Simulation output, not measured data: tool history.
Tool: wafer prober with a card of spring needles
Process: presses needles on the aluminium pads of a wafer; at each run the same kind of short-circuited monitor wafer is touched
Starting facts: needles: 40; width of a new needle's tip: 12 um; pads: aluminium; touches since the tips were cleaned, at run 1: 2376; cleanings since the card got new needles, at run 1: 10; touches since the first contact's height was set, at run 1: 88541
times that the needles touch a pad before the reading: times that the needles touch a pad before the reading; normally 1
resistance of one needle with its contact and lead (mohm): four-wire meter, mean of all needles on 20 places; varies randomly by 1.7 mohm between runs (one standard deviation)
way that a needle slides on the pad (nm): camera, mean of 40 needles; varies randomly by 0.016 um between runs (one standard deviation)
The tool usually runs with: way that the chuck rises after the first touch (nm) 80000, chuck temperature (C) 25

| run | hour | way that the chuck rises after the first touch (nm) | chuck temperature (C) | times that the needles touch a pad before the reading | touches since the tips were cleaned | cleanings since the card got new needles | touches since the first contact's height was set | resistance of one needle with its contact and lead (mohm) | way that a needle slides on the pad (nm) |
|---|---|---|---|---|---|---|---|---|---|
| 1 | 0 | 80000 | 25 | 1 | 2376 | 10 | 88541 | 175 | 11210 |
|  | 14.4 | tips cleaned on abrasive film |
| 2 | 14.4 | 80000 | 25 | 1 | 0 | 11 | 94243 | 178 | 11220 |
|  | 35.7 | tips cleaned on abrasive film |
| 3 | 42.9 | 70000 | 25 | 1 | 2889 | 12 | 105599 | 177 | 9810 |
|  | 55.6 | tips cleaned on abrasive film |
| 4 | 64.4 | 80000 | 25 | 1 | 3539 | 13 | 114161 | 179 | 11220 |
|  | 75.1 | tips cleaned on abrasive film |
| 5 | 85.9 | 80000 | 39 | 1 | 4297 | 14 | 122686 | 184 | 11190 |
|  | 95.1 | tips cleaned on abrasive film |
|  | 116.1 | tips cleaned on abrasive film |
| 6 | 117.3 | 66000 | 25 | 1 | 480 | 16 | 135157 | 181 | 9240 |
| 7 | 133.8 | 66000 | 25 | 1 | 7063 | 16 | 141740 | 177 | 9240 |
|  | 137.4 | tips cleaned on abrasive film |
| 8 | 152.3 | 80000 | 65 | 1 | 5945 | 17 | 149086 | 185 | 11250 |
|  | 156.9 | tips cleaned on abrasive film |
|  | 176.6 | tips cleaned on abrasive film |
| 9 | 183.3 | 80000 | 25 | 1 | 2687 | 19 | 161412 | 181 | 11220 |
|  | 196.3 | tips cleaned on abrasive film |
| 10 | 200.8 | 80000 | 25 | 1 | 1804 | 20 | 168369 | 178 | 11200 |
| 11 | 214 | 80000 | 89 | 1 | 7050 | 20 | 173615 | 193 | 11220 |
|  | 217 | tips cleaned on abrasive film |
|  | 236.6 | tips cleaned on abrasive film |
| 12 | 245.4 | 80000 | 89 | 1 | 3480 | 22 | 186070 | 193 | 11200 |
|  | 257.6 | tips cleaned on abrasive film |
| 13 | 261.5 | 80000 | 89 | 1 | 1582 | 23 | 192492 | 191 | 11200 |
| 14 | 274.6 | 80000 | 25 | 1 | 6811 | 23 | 197721 | 180 | 11210 |
|  | 278.6 | tips cleaned on abrasive film |
| 15 | 297.5 | 80000 | 44 | 1 | 7528 | 24 | 206798 | 183 | 11190 |
|  | 299.2 | tips cleaned on abrasive film |
|  | 313.4 | height of the first contact set anew |
|  | 319.7 | tips cleaned on abrasive film |
| 16 | 320.6 | 94000 | 32 | 3 | 376 | 26 | 2851 | 177 | 13180 |
|  | 339.6 | tips cleaned on abrasive film |
| 17 | 339.6 | 71000 | 55 | 2 | 0 | 27 | 10383 | 184 | 9950 |
|  | 360.1 | tips cleaned on abrasive film |
| 18 | 367.3 | 98000 | 34 | 1 | 2906 | 28 | 21428 | 181 | 13740 |
|  | 380.2 | tips cleaned on abrasive film |
| 19 | 393.5 | 76000 | 53 | 2 | 5341 | 29 | 31851 | 183 | 10650 |
|  | 401 | tips cleaned on abrasive film |
| 20 | 412.5 | 73000 | 58 | 1 | 4569 | 30 | 39375 | 186 | 10230 |
|  | 421.8 | tips cleaned on abrasive film |
| 21 | 439.8 | 80000 | 38 | 3 | 7211 | 31 | 50263 | 180 | 11230 |
|  | 442.8 | tips cleaned on abrasive film |
|  | 462.8 | tips cleaned on abrasive film |
| 22 | 465.8 | 71000 | 31 | 2 | 1214 | 33 | 60570 | 181 | 9950 |
|  | 483.1 | tips cleaned on abrasive film |
| 23 | 484.3 | 71000 | 31 | 2 | 480 | 34 | 67903 | 182 | 9970 |

Expected results for the next run?
|  | 503.3 | tips cleaned on abrasive film |
| 24 | 504.8 | 71000 | 31 | 2 | 595 | 35 | 76054 | ? | ? |

{"run 24": {"resistance of one needle with its contact and lead (mohm)": 181, "way that a needle slides on the pad (nm)": 9940}}
With no hidden state in the tool, this same run would have given resistance of one needle with its contact and lead (mohm) 180, way that a needle slides on the pad (nm) 9950.
